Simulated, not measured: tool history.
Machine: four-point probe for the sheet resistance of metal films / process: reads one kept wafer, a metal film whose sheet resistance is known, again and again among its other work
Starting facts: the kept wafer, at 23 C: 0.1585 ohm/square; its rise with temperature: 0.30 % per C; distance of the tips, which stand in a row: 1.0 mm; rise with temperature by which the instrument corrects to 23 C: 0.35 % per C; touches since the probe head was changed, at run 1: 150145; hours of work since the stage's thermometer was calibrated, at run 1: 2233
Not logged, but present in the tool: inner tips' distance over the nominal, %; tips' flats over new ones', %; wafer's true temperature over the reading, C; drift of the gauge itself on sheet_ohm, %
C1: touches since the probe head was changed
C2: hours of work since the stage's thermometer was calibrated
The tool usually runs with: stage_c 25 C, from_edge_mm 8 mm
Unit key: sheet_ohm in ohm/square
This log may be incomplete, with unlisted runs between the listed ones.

run 1 hour=0 | stage_c=25 from_edge_mm=8 | C1=150145 C2=2233 | sheet_ohm=0.158319
run 2 hour=35.5 | stage_c=29 from_edge_mm=8 | C1=152223 C2=2259 | sheet_ohm=0.157999
run 3 hour=74.8 | stage_c=29 from_edge_mm=4 | C1=154519 C2=2288 | sheet_ohm=0.161752
run 4 hour=123.3 | stage_c=29 from_edge_mm=4 | C1=157355 C2=2324 | sheet_ohm=0.161707
run 5 hour=175.7 | stage_c=25 from_edge_mm=9 | C1=160417 C2=2363 | sheet_ohm=0.157914
run 6 hour=221.6 | stage_c=25 from_edge_mm=9 | C1=163099 C2=2397 | sheet_ohm=0.157974
run 7 hour=256.9 | stage_c=25 from_edge_mm=9 | C1=165164 C2=2424 | sheet_ohm=0.157886
run 8 hour=313.9 | stage_c=26 from_edge_mm=5 | C1=168497 C2=2466 | sheet_ohm=0.160072
run 9 hour=358.2 | stage_c=24 from_edge_mm=6 | C1=171089 C2=2499 | sheet_ohm=0.159223
run 10 hour=414.8 | stage_c=19 from_edge_mm=4 | C1=174397 C2=2541 | sheet_ohm=0.162354
run 11 hour=453.6 | stage_c=25 from_edge_mm=5 | C1=176664 C2=2570 | sheet_ohm=0.160061
run 12 hour=493.5 | stage_c=18 from_edge_mm=20 | C1=178997 C2=2600 | sheet_ohm=0.157385
run 13 hour=554.4 | stage_c=23 from_edge_mm=62 | C1=182558 C2=2645 | sheet_ohm=0.156839

Results for each run, recomputed without the tool's hidden state and with each run's random variation untouched:
run=1 sheet_ohm=0.159691
run=2 sheet_ohm=0.159388
run=3 sheet_ohm=0.163195
run=4 sheet_ohm=0.163178
run=5 sheet_ohm=0.159384
run=6 sheet_ohm=0.159473
run=7 sheet_ohm=0.159405
run=8 sheet_ohm=0.161643
run=9 sheet_ohm=0.160814
run=10 sheet_ohm=0.164013
run=11 sheet_ohm=0.16172
run=12 sheet_ohm=0.159047
run=13 sheet_ohm=0.158531
